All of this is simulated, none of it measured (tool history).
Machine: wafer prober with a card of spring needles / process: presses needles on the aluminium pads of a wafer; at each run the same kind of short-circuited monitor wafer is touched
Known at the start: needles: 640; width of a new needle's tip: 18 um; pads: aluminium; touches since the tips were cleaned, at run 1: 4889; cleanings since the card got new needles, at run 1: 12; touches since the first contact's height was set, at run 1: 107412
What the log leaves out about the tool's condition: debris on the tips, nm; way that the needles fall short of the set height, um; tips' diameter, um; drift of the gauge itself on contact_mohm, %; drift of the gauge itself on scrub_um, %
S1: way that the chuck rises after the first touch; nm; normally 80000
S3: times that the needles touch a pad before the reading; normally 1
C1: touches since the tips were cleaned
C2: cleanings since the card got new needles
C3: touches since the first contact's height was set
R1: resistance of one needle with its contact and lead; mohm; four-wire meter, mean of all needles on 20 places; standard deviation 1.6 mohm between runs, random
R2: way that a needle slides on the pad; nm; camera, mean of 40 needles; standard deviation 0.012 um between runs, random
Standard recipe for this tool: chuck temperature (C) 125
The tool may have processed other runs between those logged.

run 1 hour=0 | S1=80000 chuck_temperature_(C)=125 S3=1 | C1=4889 C2=12 C3=107412 | R1=174 R2=11430
-- hour=26 tips cleaned on abrasive film
run 2 hour=36.9 | S1=80000 chuck_temperature_(C)=125 S3=1 | C1=1489 C2=13 C3=112467 | R1=181 R2=11370
run 3 hour=52 | S1=80000 chuck_temperature_(C)=125 S3=1 | C1=3560 C2=13 C3=114538 | R1=181 R2=11400
-- hour=87.8 tips cleaned on abrasive film
run 4 hour=88.9 | S1=82000 chuck_temperature_(C)=125 S3=1 | C1=163 C2=14 C3=119605 | R1=161 R2=11670
run 5 hour=110.1 | S1=82000 chuck_temperature_(C)=125 S3=1 | C1=3068 C2=14 C3=122510 | R1=167 R2=11690
run 6 hour=128.4 | S1=80000 chuck_temperature_(C)=125 S3=1 | C1=5590 C2=14 C3=125032 | R1=175 R2=11370
-- hour=150.7 tips cleaned on abrasive film
run 7 hour=153.1 | S1=75000 chuck_temperature_(C)=125 S3=1 | C1=333 C2=15 C3=128407 | R1=162 R2=10670
run 8 hour=184.6 | S1=80000 chuck_temperature_(C)=64 S3=1 | C1=4668 C2=15 C3=132742 | R1=160 R2=11360
run 9 hour=203.4 | S1=80000 chuck_temperature_(C)=64 S3=1 | C1=7251 C2=15 C3=135325 | R1=167 R2=11390
-- hour=214.1 tips cleaned on abrasive film
run 10 hour=231.9 | S1=80000 chuck_temperature_(C)=125 S3=1 | C1=2438 C2=16 C3=139216 | R1=169 R2=11350
-- hour=247.8 tips cleaned on abrasive film, once more
run 11 hour=264.3 | S1=77000 chuck_temperature_(C)=125 S3=1 | C1=2267 C2=17 C3=143661 | R1=167 R2=10940
run 12 hour=300.5 | S1=77000 chuck_temperature_(C)=125 S3=1 | C1=7239 C2=17 C3=148633 | R1=175 R2=10940
-- hour=309.7 tips cleaned on abrasive film
run 13 hour=317.8 | S1=77000 chuck_temperature_(C)=125 S3=1 | C1=1107 C2=18 C3=150998 | R1=166 R2=10930
run 14 hour=334.1 | S1=77000 chuck_temperature_(C)=103 S3=1 | C1=3342 C2=18 C3=153233 | R1=168 R2=10910
-- hour=371.1 tips cleaned on abrasive film
run 15 hour=371.1 | S1=77000 chuck_temperature_(C)=103 S3=1 | C1=0 C2=19 C3=158310 | R1=160 R2=10920
run 16 hour=397.6 | S1=92000 chuck_temperature_(C)=125 S3=1 | C1=3637 C2=19 C3=161947 | R1=165 R2=13090
run 17 hour=426.1 | S1=74000 chuck_temperature_(C)=125 S3=1 | C1=7550 C2=19 C3=165860 | R1=179 R2=10480
-- hour=434.8 tips cleaned on abrasive film
run 18 hour=462.5 | S1=98000 chuck_temperature_(C)=125 S3=1 | C1=3806 C2=20 C3=170852 | R1=161 R2=13950
-- hour=495.7 tips cleaned on abrasive film
run 19 hour=495.7 | S1=98000 chuck_temperature_(C)=40 S3=1 | C1=0 C2=21 C3=175405 | R1=141 R2=13920
run 20 hour=524.2 | S1=98000 chuck_temperature_(C)=40 S3=1 | C1=3917 C2=21 C3=179322 | R1=155 R2=13940
run 21 hour=551.2 | S1=98000 chuck_temperature_(C)=40 S3=1 | C1=7620 C2=21 C3=183025 | R1=157 R2=13950
-- hour=557.2 tips cleaned on abrasive film
run 22 hour=567 | S1=80000 chuck_temperature_(C)=77 S3=1 | C1=1339 C2=22 C3=185177 | R1=154 R2=11340
run 23 hour=584.9 | S1=80000 chuck_temperature_(C)=77 S3=1 | C1=3800 C2=22 C3=187638 | R1=163 R2=11340
run 24 hour=607.5 | S1=95000 chuck_temperature_(C)=104 S3=1 | C1=6910 C2=22 C3=190748 | R1=166 R2=13510
-- hour=618 tips cleaned on abrasive film
run 25 hour=630.1 | S1=95000 chuck_temperature_(C)=104 S3=1 | C1=1665 C2=23 C3=193836 | R1=158 R2=13490
run 26 hour=666.8 | S1=95000 chuck_temperature_(C)=104 S3=2 | C1=6715 C2=23 C3=198886 | R1=160 R2=13490

Predict the results of run 27:
-- hour=679.2 tips cleaned on abrasive film
run 27 hour=693 | S1=65000 chuck_temperature_(C)=28 S3=1 | C1=1898 C2=24 C3=202472 | R1=? R2=?

R1: 159 mohm
R2: 9160 nm
With the hidden condition absent and the run-to-run variation left alone, this run would have shown R1 146 mohm, R2 9380 nm.

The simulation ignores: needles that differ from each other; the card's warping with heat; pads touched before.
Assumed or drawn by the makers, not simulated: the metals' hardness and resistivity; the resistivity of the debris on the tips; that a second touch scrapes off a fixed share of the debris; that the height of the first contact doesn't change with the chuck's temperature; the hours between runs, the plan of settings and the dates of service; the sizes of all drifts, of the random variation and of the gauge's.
